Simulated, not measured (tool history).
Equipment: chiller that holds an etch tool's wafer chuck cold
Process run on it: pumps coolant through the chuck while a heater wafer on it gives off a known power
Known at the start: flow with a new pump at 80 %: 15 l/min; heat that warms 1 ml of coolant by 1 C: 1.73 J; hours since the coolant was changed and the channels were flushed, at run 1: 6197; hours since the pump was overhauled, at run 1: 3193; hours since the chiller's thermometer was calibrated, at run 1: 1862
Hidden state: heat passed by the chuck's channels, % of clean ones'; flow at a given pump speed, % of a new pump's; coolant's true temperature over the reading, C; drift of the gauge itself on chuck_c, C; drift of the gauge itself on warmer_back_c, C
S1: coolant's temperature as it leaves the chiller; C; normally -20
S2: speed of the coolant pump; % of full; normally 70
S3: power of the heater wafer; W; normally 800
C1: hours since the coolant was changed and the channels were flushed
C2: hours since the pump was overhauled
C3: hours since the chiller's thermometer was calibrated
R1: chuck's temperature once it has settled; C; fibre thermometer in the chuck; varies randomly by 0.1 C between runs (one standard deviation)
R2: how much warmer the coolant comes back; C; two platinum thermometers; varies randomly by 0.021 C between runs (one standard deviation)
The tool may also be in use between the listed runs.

run    hour   S1  S2    S3    C1    C2    C3     R1    R2
  1     0.0  -20  70   800  6197  3193  1862  -12.6  2.17
  2    78.0  -20  70   800  6275  3271  1940  -12.7  2.17
  3   133.5  -20  95   800  6331  3327  1996  -14.5  1.64
  4   182.3  -20  87   800  6380  3376  2044  -13.9  1.78
  5   246.7  -20  87   800  6444  3440  2109  -14.0  1.78
  6   295.8  -20  87   800  6493  3489  2158  -14.0  1.84
  7   372.9  -20  87   800  6570  3566  2235  -14.0  1.78
  8   448.3  -20  70   800  6646  3642  2310  -12.7  2.19
  9   520.6  -20  71   800  6718  3714  2383  -12.8  2.16
 10   596.8  -20  70   800  6794  3790  2459  -12.7  2.20
 11   647.2  -26  70   800  6844  3840  2509  -18.8  2.18
 12   709.0  -26  70   800  6906  3902  2571  -18.7  2.18
 13   770.3  -20  64   800  6968  3964  2632  -11.9  2.39
 14   828.1  -18  70   800  7025  4021  2690  -10.7  2.21
 15   911.2  -18  70   627  7108  4104  2773  -12.2  1.76
 16   993.1  -20  70   800  7190  4186  2855  -12.5  2.22
     1013.2  -- chiller's thermometer calibrated
 17  1076.1  -20  70   800  7272  4268    63  -12.2  2.21
     1093.8  -- coolant changed, channels flushed
 18  1148.5  -17  70   800    55  4335   129  -10.6  2.24
 19  1200.9  -17  70   800   107  4387   182  -10.7  2.23
 20  1271.8  -17  70   800   178  4458   253  -10.6  2.20
     1282.4  -- coolant pump overhauled
 21  1346.7  -14  81   719   248    64   322   -8.8  1.75
 22  1429.3  -26  70   550   331   147   405  -21.5  1.55
     1493.4  -- coolant pump overhauled, once more
 23  1510.5  -26  70   550   407    17   481  -21.7  1.47
 24  1566.1  -26  85   692   462    73   537  -21.2  1.52
 25  1604.9  -26  85   722   501   111   576  -21.1  1.62
 26  1680.4  -20  87   800   577   187   651  -14.9  1.73
 27  1740.4  -20  87   800   637   247   711  -14.7  1.76
 28  1801.1  -29  70   693   697   308   772  -23.7  1.79
 29  1872.4  -20  97  1037   769   379   843  -14.0  2.04
 30  1946.7  -11  97   496   843   453   917   -8.0  0.96
 31  2024.1  -20  95   800   920   531   995  -15.3  1.62

Some steps in R1, run to run, broken into two amounts with sign: the step expected even without the hidden condition (settings, incoming material, random variation), and the rest, left for the hidden condition together with whatever gauge scatter is not in both the measured and the hidden-condition-free result:
Run 2 -> 3: S2 70 -> 95. R1 -1.8 C: hidden state -0.3, all else -1.5.
Run 7 -> 8: S2 87 -> 70. R1 +1.3 C: hidden state +0.3, all else +1.0.
Run 17 -> 18: S1 -20 -> -17, coolant changed, channels flushed. R1 +1.6 C: hidden state -1.2, all else +2.8.
Run 21 -> 22: S1 -14 -> -26, S2 81 -> 70, S3 719 -> 550. R1 -12.7 C: hidden state +0.0, all else -12.7.
Run 27 -> 28: S1 -20 -> -29, S2 87 -> 70, S3 800 -> 693. R1 -9.0 C: hidden state -0.1, all else -8.9.
Run 28 -> 29: S1 -29 -> -20, S2 70 -> 97, S3 693 -> 1037. R1 +9.7 C: hidden state +0.1, all else +9.6.
